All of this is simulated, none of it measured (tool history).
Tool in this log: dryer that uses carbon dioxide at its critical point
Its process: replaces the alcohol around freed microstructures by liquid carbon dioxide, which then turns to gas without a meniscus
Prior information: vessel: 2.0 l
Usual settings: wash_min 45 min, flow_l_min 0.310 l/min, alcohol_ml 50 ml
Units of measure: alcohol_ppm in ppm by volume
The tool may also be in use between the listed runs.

| run | hour | wash_min | flow_l_min | alcohol_ml | alcohol_ppm |
|---|---|---|---|---|---|
| 1 | 0.0 | 45 | 0.310 | 50 | 138 |
| 2 | 51.3 | 45 | 0.310 | 50 | 169 |
| 3 | 101.7 | 45 | 0.310 | 50 | 181 |
| 4 | 126.3 | 45 | 0.310 | 50 | 194 |
| 5 | 147.7 | 45 | 0.310 | 50 | 197 |
| 6 | 192.1 | 45 | 0.310 | 50 | 215 |
| 7 | 221.4 | 45 | 0.310 | 50 | 221 |
| 8 | 246.8 | 45 | 0.310 | 50 | 228 |
| 9 | 279.6 | 45 | 0.310 | 50 | 233 |
| 10 | 321.7 | 45 | 0.310 | 50 | 258 |
| 11 | 362.4 | 32 | 0.310 | 50 | 675 |
| 12 | 399.2 | 45 | 0.235 | 50 | 583 |
| 13 | 439.4 | 45 | 0.235 | 50 | 612 |
| 14 | 474.1 | 45 | 0.310 | 20 | 231 |
| 15 | 496.4 | 45 | 0.310 | 25 | 250 |

Some steps in alcohol_ppm between neighbouring runs. How much of each would the tool show without its hidden state too (settings, what came in, random variation), and how much is left for the hidden state, with any gauge scatter that isn't in both results?
The hidden state here: flow that reaches the vessel past the clogged filter, %; alcohol in the recycled carbon dioxide, ppm; drift of the gauge itself on alcohol_ppm, %.
Run 10 -> 11: wash_min 45 -> 32. alcohol_ppm +417 ppm by volume: hidden state +154, all else +263.
